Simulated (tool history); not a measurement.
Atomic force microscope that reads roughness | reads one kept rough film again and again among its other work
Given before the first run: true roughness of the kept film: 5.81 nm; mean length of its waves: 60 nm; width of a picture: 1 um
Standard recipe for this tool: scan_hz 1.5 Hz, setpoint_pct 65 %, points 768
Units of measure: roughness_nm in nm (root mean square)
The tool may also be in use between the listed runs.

run 1 day=0 | scan_hz=1.5 setpoint_pct=65 points=768 | roughness_nm=5.235
run 2 day=1.071 | scan_hz=1.5 setpoint_pct=65 points=768 | roughness_nm=4.76
-- day=1.279 new tip fitted
run 3 day=2.121 | scan_hz=1.5 setpoint_pct=65 points=768 | roughness_nm=4.981
-- day=2.871 new tip fitted
run 4 day=3.062 | scan_hz=1.5 setpoint_pct=65 points=768 | roughness_nm=5.299
run 5 day=4.088 | scan_hz=1.5 setpoint_pct=65 points=768 | roughness_nm=4.799
-- day=4.483 new tip fitted
run 6 day=4.842 | scan_hz=1.5 setpoint_pct=65 points=674 | roughness_nm=5.233
run 7 day=5.996 | scan_hz=1.5 setpoint_pct=65 points=674 | roughness_nm=4.666
-- day=6.112 new tip fitted
run 8 day=6.729 | scan_hz=0.68 setpoint_pct=68 points=576 | roughness_nm=5.123
-- day=7.692 new tip fitted
run 9 day=7.842 | scan_hz=0.68 setpoint_pct=68 points=576 | roughness_nm=5.355
run 10 day=8.558 | scan_hz=1.5 setpoint_pct=67 points=442 | roughness_nm=4.935
run 11 day=9.192 | scan_hz=0.99 setpoint_pct=63 points=768 | roughness_nm=4.742

Branching from run 11: 4 alternative next runs. What would each branch give?
-- day=9.304 new tip fitted
run A day=9.775 | scan_hz=0.99 setpoint_pct=63 points=341 | roughness_nm=?
-- day=9.304 new tip fitted
run B day=9.775 | scan_hz=0.99 setpoint_pct=55 points=768 | roughness_nm=?
-- day=9.304 new tip fitted
run C day=9.775 | scan_hz=0.99 setpoint_pct=58 points=768 | roughness_nm=?
-- day=9.304 new tip fitted
run D day=9.775 | scan_hz=1.72 setpoint_pct=65 points=768 | roughness_nm=?

run=A roughness_nm=5.219
run=B roughness_nm=5.294
run=C roughness_nm=5.242
run=D roughness_nm=5.163
With no hidden state in the tool, these same runs would have given:
run=A roughness_nm=5.465
run=B roughness_nm=5.544
run=C roughness_nm=5.489
run=D roughness_nm=5.406
